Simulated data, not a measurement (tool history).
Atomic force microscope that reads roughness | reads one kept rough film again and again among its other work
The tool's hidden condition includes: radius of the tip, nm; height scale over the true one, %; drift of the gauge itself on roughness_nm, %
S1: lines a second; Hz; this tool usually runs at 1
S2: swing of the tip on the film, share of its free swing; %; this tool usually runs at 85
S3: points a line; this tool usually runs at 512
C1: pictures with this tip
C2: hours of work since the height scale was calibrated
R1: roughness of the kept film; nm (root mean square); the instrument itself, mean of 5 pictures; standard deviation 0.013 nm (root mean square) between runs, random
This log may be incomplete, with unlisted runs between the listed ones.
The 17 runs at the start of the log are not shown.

| run | hour | S1 | S2 | S3 | C1 | C2 | R1 |
|---|---|---|---|---|---|---|---|
| 18 | 655.9 | 1 | 85 | 512 | 195 | 1066 | 2.769 |
| 19 | 704 | 1 | 85 | 512 | 273 | 1089 | 2.678 |
|  | 727.7 | new tip fitted |
| 20 | 744.8 | 1 | 85 | 512 | 28 | 1107 | 2.94 |
| 21 | 787.3 | 0.97 | 82 | 937 | 96 | 1127 | 2.9 |
| 22 | 829.5 | 1 | 85 | 411 | 164 | 1146 | 2.796 |
| 23 | 866.1 | 1 | 89 | 512 | 223 | 1163 | 2.692 |
| 24 | 890.2 | 1.21 | 72 | 512 | 262 | 1174 | 2.81 |
|  | 919.5 | new tip fitted |
| 25 | 927.1 | 1.21 | 72 | 512 | 13 | 1191 | 3.059 |
| 26 | 979.6 | 1.21 | 72 | 512 | 98 | 1215 | 2.946 |
| 27 | 1009.4 | 0.53 | 57 | 350 | 146 | 1229 | 3.011 |
| 28 | 1033.6 | 2.9 | 76 | 679 | 185 | 1240 | 2.601 |
| 29 | 1060.3 | 2.2 | 72 | 352 | 228 | 1252 | 2.69 |
| 30 | 1104.4 | 3 | 58 | 450 | 299 | 1273 | 2.729 |
|  | 1111.8 | new tip fitted |
| 31 | 1154.3 | 0.53 | 64 | 450 | 69 | 1295 | 3.123 |
| 32 | 1179.2 | 0.53 | 64 | 450 | 109 | 1307 | 3.071 |
| 33 | 1222.6 | 2.99 | 75 | 515 | 179 | 1327 | 2.616 |
| 34 | 1267.7 | 2.99 | 60 | 638 | 251 | 1348 | 2.792 |
| 35 | 1292.5 | 2.14 | 74 | 638 | 291 | 1359 | 2.633 |
|  | 1305.5 | new tip fitted |
| 36 | 1348.5 | 0.72 | 67 | 512 | 69 | 1385 | 3.109 |
| 37 | 1397.5 | 1.23 | 65 | 284 | 148 | 1407 | 2.915 |
| 38 | 1428.4 | 1.23 | 65 | 284 | 198 | 1422 | 2.882 |
| 39 | 1477.4 | 0.53 | 85 | 512 | 277 | 1444 | 2.797 |
|  | 1496.4 | new tip fitted |
| 40 | 1505.3 | 0.53 | 62 | 476 | 14 | 1457 | 3.2 |

4 options for the next run, each taken on its own from the tool as it stands now. Forecast them:
| A | 1552.6 | 0.62 | 85 | 512 | 90 | 1479 | ? |
| B | 1552.6 | 1.1 | 85 | 317 | 90 | 1479 | ? |
| C | 1552.6 | 1.54 | 77 | 805 | 90 | 1479 | ? |
| D | 1552.6 | 1.74 | 85 | 512 | 90 | 1479 | ? |

| run | R1 |
|---|---|
| A | 2.981 |
| B | 2.852 |
| C | 2.88 |
| D | 2.704 |
Had the tool no hidden state, the same runs would have come out as:
| run | R1 |
|---|---|
| A | 3.126 |
| B | 2.991 |
| C | 3.021 |
| D | 2.836 |
